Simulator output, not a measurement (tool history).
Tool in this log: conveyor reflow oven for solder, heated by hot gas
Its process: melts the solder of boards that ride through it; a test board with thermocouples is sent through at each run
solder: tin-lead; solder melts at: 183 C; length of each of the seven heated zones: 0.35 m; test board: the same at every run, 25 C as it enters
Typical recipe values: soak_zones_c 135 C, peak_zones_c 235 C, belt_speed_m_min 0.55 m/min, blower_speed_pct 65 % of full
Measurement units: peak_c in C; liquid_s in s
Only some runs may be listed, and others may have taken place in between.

| run | hour | soak_zones_c | peak_zones_c | belt_speed_m_min | blower_speed_pct | peak_c | liquid_s |
|---|---|---|---|---|---|---|---|
| 1 | 0 | 135 | 235 | 0.55 | 65 | 219.4 | 57.9 |
| 2 | 50 | 135 | 235 | 0.55 | 72 | 220.9 | 58.7 |
|  | 91.7 | thermocouples of zones 6 and 7 changed |
| 3 | 102.7 | 135 | 235 | 0.489 | 65 | 222.5 | 68 |
| 4 | 152.3 | 135 | 235 | 0.489 | 65 | 221.9 | 67.9 |
| 5 | 191.1 | 135 | 235 | 0.489 | 65 | 222.7 | 68.4 |
| 6 | 216.3 | 135 | 235 | 0.489 | 65 | 221.8 | 67.7 |
| 7 | 243.4 | 135 | 235 | 0.489 | 65 | 222.3 | 68.4 |
| 8 | 274.2 | 135 | 235 | 0.489 | 65 | 221.7 | 67.5 |
|  | 310.9 | flux residue cleaned out of gas plates and filters |
| 9 | 319.2 | 135 | 235 | 0.489 | 65 | 222.7 | 68.1 |
| 10 | 341.6 | 140 | 235 | 0.55 | 65 | 219.3 | 59.3 |
| 11 | 384.5 | 140 | 235 | 0.55 | 65 | 219 | 59.9 |
|  | 399.8 | belt drive overhauled, speed set with a stopwatch |
| 12 | 434.4 | 140 | 235 | 0.55 | 65 | 218.9 | 59.5 |
| 13 | 471.8 | 140 | 235 | 0.55 | 65 | 218.9 | 60.2 |
| 14 | 504.6 | 135 | 235 | 0.55 | 51 | 213.3 | 52.4 |
| 15 | 528 | 135 | 247 | 0.55 | 51 | 224 | 61.1 |
| 16 | 553.5 | 135 | 247 | 0.55 | 51 | 223.8 | 60.3 |
| 17 | 590.9 | 133 | 240 | 0.55 | 65 | 221.9 | 59.4 |
|  | 632.8 | flux residue cleaned out of gas plates and filters |
| 18 | 638.2 | 133 | 240 | 0.55 | 65 | 222.2 | 60.3 |
| 19 | 692.4 | 135 | 229 | 0.55 | 65 | 213.7 | 53.1 |
| 20 | 744.8 | 125 | 235 | 0.51 | 69 | 220.3 | 60.4 |

Run 21 is up next; what results do you expect?
| 21 | 779.7 | 125 | 235 | 0.51 | 69 | ? | ? |

peak_c: 220.6 C
liquid_s: 60.2 s
If the tool had no hidden condition, the same run with the same run-to-run variation would have returned peak_c 220.7 C, liquid_s 60.2 s.
